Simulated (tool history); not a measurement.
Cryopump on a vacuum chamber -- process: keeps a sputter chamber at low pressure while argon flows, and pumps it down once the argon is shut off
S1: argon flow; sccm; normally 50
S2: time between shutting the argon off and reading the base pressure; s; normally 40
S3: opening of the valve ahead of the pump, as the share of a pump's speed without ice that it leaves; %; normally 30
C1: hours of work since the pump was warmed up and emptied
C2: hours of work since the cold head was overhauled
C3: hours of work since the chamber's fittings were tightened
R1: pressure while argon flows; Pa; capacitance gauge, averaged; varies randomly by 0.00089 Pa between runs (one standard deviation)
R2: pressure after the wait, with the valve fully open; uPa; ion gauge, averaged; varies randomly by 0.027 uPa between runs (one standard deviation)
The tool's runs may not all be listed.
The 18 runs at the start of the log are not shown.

run    hour  S1   S2  S3   C1   C2    C3      R1    R2
 19   657.6  50   40  30  653  653  1106  0.2005  1.65
 20   686.2  50  143  30  665  665  1118  0.1993  0.92
 21   736.1  39  143  16  686  686  1140  0.2816  0.94
 22   770.0  86  285  30  700  700  1154  0.3421  0.79
 23   801.5  86  285  30  713  713  1167  0.3430  0.86
 24   827.1  75   77  18  724  724  1178  0.4896  1.20
 25   876.7  59  250  18  745  745  1199  0.3836  0.83
 26   907.7  59  250  18  758  758  1212  0.3851  0.85
 27   931.7  59  250  20  768  768  1222  0.3492  0.83
 28   983.4  58   22  16  790  790  1244  0.4231  2.58
 29  1022.0  58   22  16  806  806  1260  0.4218  2.61
 30  1047.8  58   22  16  817  817  1271  0.4235  2.66
 31  1098.0  57  117  30  838  838  1292  0.2345  1.10

What does the tool deliver on the next run?
 32  1123.7  53  40  30  849  849  1303   ?   ?

R1: 0.2186 Pa
R2: 1.79 uPa
With the hidden condition absent and the run-to-run variation left alone, this run would have shown R1 0.1980 Pa, R2 1.25 uPa.
